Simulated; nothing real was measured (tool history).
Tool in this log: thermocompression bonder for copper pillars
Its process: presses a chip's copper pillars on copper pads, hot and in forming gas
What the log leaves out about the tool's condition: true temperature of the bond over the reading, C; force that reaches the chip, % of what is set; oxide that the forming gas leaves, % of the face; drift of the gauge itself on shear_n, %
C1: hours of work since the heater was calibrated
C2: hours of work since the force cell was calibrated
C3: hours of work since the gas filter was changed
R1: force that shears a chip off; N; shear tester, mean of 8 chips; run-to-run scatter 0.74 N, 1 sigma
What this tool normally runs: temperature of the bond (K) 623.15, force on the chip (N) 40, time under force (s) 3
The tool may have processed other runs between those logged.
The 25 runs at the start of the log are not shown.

{"day": 40.738, "done": "force cell calibrated"}
{"run": 26, "day": 40.812, "temperature of the bond (K)": 624.15, "force on the chip (N)": 37, "time under force (s)": 3, "C1": 1444, "C2": 1, "C3": 263, "R1": 62.4}
{"day": 41.517, "done": "heater calibrated with a thermocouple chip"}
{"run": 27, "day": 42.933, "temperature of the bond (K)": 624.15, "force on the chip (N)": 37, "time under force (s)": 3, "C1": 26, "C2": 38, "C3": 300, "R1": 57.1}
{"run": 28, "day": 44.983, "temperature of the bond (K)": 624.15, "force on the chip (N)": 37, "time under force (s)": 3, "C1": 63, "C2": 75, "C3": 337, "R1": 56}
{"run": 29, "day": 46.304, "temperature of the bond (K)": 635.15, "force on the chip (N)": 40, "time under force (s)": 3, "C1": 87, "C2": 99, "C3": 361, "R1": 67.6}
{"run": 30, "day": 47.896, "temperature of the bond (K)": 612.15, "force on the chip (N)": 49, "time under force (s)": 3, "C1": 115, "C2": 128, "C3": 390, "R1": 63.2}
{"run": 31, "day": 49.642, "temperature of the bond (K)": 649.15, "force on the chip (N)": 25, "time under force (s)": 4, "C1": 147, "C2": 159, "C3": 422, "R1": 57.2}
{"run": 32, "day": 51.358, "temperature of the bond (K)": 649.15, "force on the chip (N)": 25, "time under force (s)": 4, "C1": 178, "C2": 191, "C3": 453, "R1": 56.4}
{"run": 33, "day": 53.092, "temperature of the bond (K)": 633.15, "force on the chip (N)": 41, "time under force (s)": 2, "C1": 209, "C2": 222, "C3": 484, "R1": 59.5}
{"day": 53.654, "done": "forming gas filter changed"}
{"run": 34, "day": 54.171, "temperature of the bond (K)": 650.15, "force on the chip (N)": 26, "time under force (s)": 5, "C1": 228, "C2": 241, "C3": 9, "R1": 68.2}
{"run": 35, "day": 55.283, "temperature of the bond (K)": 642.15, "force on the chip (N)": 40, "time under force (s)": 9, "C1": 249, "C2": 261, "C3": 30, "R1": 107.4}
{"run": 36, "day": 57.092, "temperature of the bond (K)": 642.15, "force on the chip (N)": 40, "time under force (s)": 9, "C1": 281, "C2": 294, "C3": 62, "R1": 108.1}

Forecast run 37:
{"run": 37, "day": 59.188, "temperature of the bond (K)": 615.15, "force on the chip (N)": 49, "time under force (s)": 2, "C1": 319, "C2": 332, "C3": 100, "R1": "?"}

Logged for run 37: R1 60.3 N.
Without the tool's hidden state the same run would have given R1 61.2 N.
